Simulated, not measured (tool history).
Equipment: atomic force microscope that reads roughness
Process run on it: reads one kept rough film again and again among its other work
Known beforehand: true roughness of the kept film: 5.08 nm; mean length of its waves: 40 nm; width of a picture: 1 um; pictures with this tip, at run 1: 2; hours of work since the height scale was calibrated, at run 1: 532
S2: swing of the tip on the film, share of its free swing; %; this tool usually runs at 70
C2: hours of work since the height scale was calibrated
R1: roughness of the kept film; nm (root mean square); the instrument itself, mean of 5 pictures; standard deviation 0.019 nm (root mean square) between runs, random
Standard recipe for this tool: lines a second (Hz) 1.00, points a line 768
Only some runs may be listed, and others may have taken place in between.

{"run": 1, "day": 0.0, "lines a second (Hz)": 1.0, "S2": 70, "points a line": 768, "pictures with this tip": 2, "C2": 532, "R1": 4.658}
{"run": 2, "day": 1.279, "lines a second (Hz)": 1.14, "S2": 70, "points a line": 768, "pictures with this tip": 54, "C2": 556, "R1": 4.604}
{"run": 3, "day": 2.304, "lines a second (Hz)": 1.14, "S2": 70, "points a line": 768, "pictures with this tip": 97, "C2": 575, "R1": 4.584}
{"run": 4, "day": 3.2, "lines a second (Hz)": 1.0, "S2": 70, "points a line": 648, "pictures with this tip": 133, "C2": 591, "R1": 4.596}
{"run": 5, "day": 3.888, "lines a second (Hz)": 1.0, "S2": 70, "points a line": 648, "pictures with this tip": 162, "C2": 604, "R1": 4.634}
{"run": 6, "day": 5.175, "lines a second (Hz)": 1.0, "S2": 70, "points a line": 495, "pictures with this tip": 215, "C2": 628, "R1": 4.63}
{"day": 5.417, "done": "new tip fitted"}
{"run": 7, "day": 6.058, "lines a second (Hz)": 1.0, "S2": 70, "points a line": 495, "pictures with this tip": 26, "C2": 644, "R1": 4.634}
{"run": 8, "day": 7.517, "lines a second (Hz)": 1.0, "S2": 70, "points a line": 495, "pictures with this tip": 86, "C2": 671, "R1": 4.58}
{"run": 9, "day": 8.679, "lines a second (Hz)": 1.0, "S2": 56, "points a line": 768, "pictures with this tip": 134, "C2": 692, "R1": 4.692}
{"run": 10, "day": 9.996, "lines a second (Hz)": 1.0, "S2": 56, "points a line": 768, "pictures with this tip": 188, "C2": 717, "R1": 4.725}
{"day": 10.925, "done": "new tip fitted"}
{"run": 11, "day": 11.475, "lines a second (Hz)": 1.0, "S2": 56, "points a line": 768, "pictures with this tip": 23, "C2": 744, "R1": 4.722}
{"run": 12, "day": 12.542, "lines a second (Hz)": 1.0, "S2": 70, "points a line": 768, "pictures with this tip": 67, "C2": 763, "R1": 4.626}
{"run": 13, "day": 13.217, "lines a second (Hz)": 1.0, "S2": 70, "points a line": 768, "pictures with this tip": 94, "C2": 776, "R1": 4.633}
{"run": 14, "day": 14.471, "lines a second (Hz)": 1.0, "S2": 70, "points a line": 768, "pictures with this tip": 146, "C2": 799, "R1": 4.599}
{"run": 15, "day": 15.275, "lines a second (Hz)": 1.0, "S2": 80, "points a line": 768, "pictures with this tip": 179, "C2": 814, "R1": 4.525}
{"run": 16, "day": 16.283, "lines a second (Hz)": 2.58, "S2": 70, "points a line": 768, "pictures with this tip": 221, "C2": 833, "R1": 4.431}
{"day": 16.438, "done": "new tip fitted"}
{"run": 17, "day": 17.475, "lines a second (Hz)": 2.58, "S2": 70, "points a line": 768, "pictures with this tip": 43, "C2": 854, "R1": 4.412}
{"run": 18, "day": 18.479, "lines a second (Hz)": 1.0, "S2": 70, "points a line": 768, "pictures with this tip": 84, "C2": 873, "R1": 4.693}
{"run": 19, "day": 19.404, "lines a second (Hz)": 1.0, "S2": 70, "points a line": 768, "pictures with this tip": 122, "C2": 890, "R1": 4.605}
{"run": 20, "day": 20.379, "lines a second (Hz)": 1.0, "S2": 70, "points a line": 768, "pictures with this tip": 162, "C2": 908, "R1": 4.666}
{"run": 21, "day": 21.596, "lines a second (Hz)": 1.0, "S2": 70, "points a line": 768, "pictures with this tip": 212, "C2": 930, "R1": 4.567}
{"day": 21.892, "done": "new tip fitted"}
{"run": 22, "day": 23.012, "lines a second (Hz)": 1.0, "S2": 60, "points a line": 285, "pictures with this tip": 46, "C2": 956, "R1": 4.627}
{"run": 23, "day": 24.096, "lines a second (Hz)": 2.81, "S2": 64, "points a line": 336, "pictures with this tip": 91, "C2": 976, "R1": 4.453}
{"run": 24, "day": 24.962, "lines a second (Hz)": 2.73, "S2": 70, "points a line": 768, "pictures with this tip": 127, "C2": 992, "R1": 4.392}
{"run": 25, "day": 26.108, "lines a second (Hz)": 0.67, "S2": 63, "points a line": 768, "pictures with this tip": 174, "C2": 1014, "R1": 4.658}
{"run": 26, "day": 26.962, "lines a second (Hz)": 1.65, "S2": 74, "points a line": 435, "pictures with this tip": 209, "C2": 1029, "R1": 4.454}
{"day": 27.371, "done": "new tip fitted"}
{"run": 27, "day": 28.479, "lines a second (Hz)": 2.12, "S2": 85, "points a line": 531, "pictures with this tip": 45, "C2": 1057, "R1": 4.172}
{"run": 28, "day": 29.683, "lines a second (Hz)": 1.13, "S2": 85, "points a line": 300, "pictures with this tip": 95, "C2": 1079, "R1": 4.397}
{"run": 29, "day": 30.792, "lines a second (Hz)": 1.0, "S2": 71, "points a line": 493, "pictures with this tip": 140, "C2": 1100, "R1": 4.609}
{"run": 30, "day": 31.867, "lines a second (Hz)": 1.0, "S2": 71, "points a line": 493, "pictures with this tip": 185, "C2": 1120, "R1": 4.609}
{"run": 31, "day": 32.483, "lines a second (Hz)": 1.75, "S2": 79, "points a line": 948, "pictures with this tip": 210, "C2": 1131, "R1": 4.377}
{"day": 32.833, "done": "new tip fitted"}
{"run": 32, "day": 34.0, "lines a second (Hz)": 1.0, "S2": 56, "points a line": 720, "pictures with this tip": 48, "C2": 1159, "R1": 4.698}
{"run": 33, "day": 34.846, "lines a second (Hz)": 1.0, "S2": 56, "points a line": 720, "pictures with this tip": 83, "C2": 1174, "R1": 4.731}
{"run": 34, "day": 36.067, "lines a second (Hz)": 1.21, "S2": 86, "points a line": 534, "pictures with this tip": 133, "C2": 1197, "R1": 4.379}
{"run": 35, "day": 37.567, "lines a second (Hz)": 2.25, "S2": 57, "points a line": 339, "pictures with this tip": 195, "C2": 1225, "R1": 4.558}
{"day": 38.271, "done": "new tip fitted"}
{"run": 36, "day": 38.288, "lines a second (Hz)": 2.25, "S2": 57, "points a line": 350, "pictures with this tip": 1, "C2": 1238, "R1": 4.607}
{"run": 37, "day": 39.483, "lines a second (Hz)": 3.81, "S2": 87, "points a line": 768, "pictures with this tip": 50, "C2": 1260, "R1": 3.724}
{"run": 38, "day": 40.704, "lines a second (Hz)": 2.05, "S2": 75, "points a line": 590, "pictures with this tip": 100, "C2": 1282, "R1": 4.421}
{"run": 39, "day": 41.479, "lines a second (Hz)": 2.37, "S2": 59, "points a line": 873, "pictures with this tip": 132, "C2": 1297, "R1": 4.594}
{"run": 40, "day": 42.246, "lines a second (Hz)": 1.14, "S2": 81, "points a line": 309, "pictures with this tip": 163, "C2": 1311, "R1": 4.462}
{"day": 43.721, "done": "new tip fitted"}
{"run": 41, "day": 43.746, "lines a second (Hz)": 0.67, "S2": 61, "points a line": 632, "pictures with this tip": 1, "C2": 1338, "R1": 4.761}

Branching from run 41: 5 alternative next runs. What would each branch give?
{"run": "A", "day": 44.379, "lines a second (Hz)": 0.67, "S2": 66, "points a line": 928, "pictures with this tip": 27, "C2": 1350, "R1": "?"}
{"run": "B", "day": 44.379, "lines a second (Hz)": 1.0, "S2": 70, "points a line": 715, "pictures with this tip": 27, "C2": 1350, "R1": "?"}
{"run": "C", "day": 44.379, "lines a second (Hz)": 2.46, "S2": 82, "points a line": 598, "pictures with this tip": 27, "C2": 1350, "R1": "?"}
{"run": "D", "day": 44.379, "lines a second (Hz)": 0.67, "S2": 62, "points a line": 417, "pictures with this tip": 27, "C2": 1350, "R1": "?"}
{"run": "E", "day": 44.379, "lines a second (Hz)": 0.67, "S2": 61, "points a line": 847, "pictures with this tip": 27, "C2": 1350, "R1": "?"}

run=A R1=4.694
run=B R1=4.600
run=C R1=4.148
run=D R1=4.694
run=E R1=4.723
What these runs would have given with no unlogged condition in the tool:
run=A R1=4.698
run=B R1=4.603
run=C R1=4.151
run=D R1=4.698
run=E R1=4.726

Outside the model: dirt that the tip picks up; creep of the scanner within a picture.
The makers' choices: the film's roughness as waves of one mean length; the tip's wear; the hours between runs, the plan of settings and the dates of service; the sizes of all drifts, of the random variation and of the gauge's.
